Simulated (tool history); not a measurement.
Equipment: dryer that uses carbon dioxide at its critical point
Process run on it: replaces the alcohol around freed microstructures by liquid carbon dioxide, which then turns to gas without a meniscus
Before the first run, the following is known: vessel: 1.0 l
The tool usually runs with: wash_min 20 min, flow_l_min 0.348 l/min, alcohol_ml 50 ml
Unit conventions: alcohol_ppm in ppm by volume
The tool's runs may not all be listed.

run,hour,wash_min,flow_l_min,alcohol_ml,alcohol_ppm
1,0.0,20,0.348,50,166
2,16.2,20,0.348,50,171
3,30.8,20,0.348,50,175
4,45.4,20,0.348,50,174
5,59.8,20,0.348,41,164
6,76.8,20,0.348,41,172
7,92.2,20,0.348,41,172
8,104.3,20,0.348,50,192
9,120.5,20,0.348,50,215
10,132.0,20,0.310,50,334
11,139.3,20,0.310,50,321
12,155.3,20,0.310,50,343
13,166.7,18,0.348,50,336
14,177.0,18,0.348,50,316
15,192.3,18,0.348,50,341
16,202.2,18,0.348,50,339
17,214.9,18,0.348,36,275
18,230.5,22,0.348,50,176
19,238.9,22,0.348,50,172
20,246.7,22,0.348,50,184
21,257.6,22,0.348,50,187
22,274.7,20,0.228,50,1254
23,288.6,20,0.228,50,1317
24,301.5,20,0.228,50,1355
25,316.6,24,0.525,50,109
26,332.0,24,0.525,50,105

Run 27 has not been measured yet. What should we expect?
27,348.8,24,0.496,21,?

alcohol_ppm: 113 ppm by volume
Minus the tool's unlogged condition, the same run would have read alcohol_ppm 10 ppm by volume.
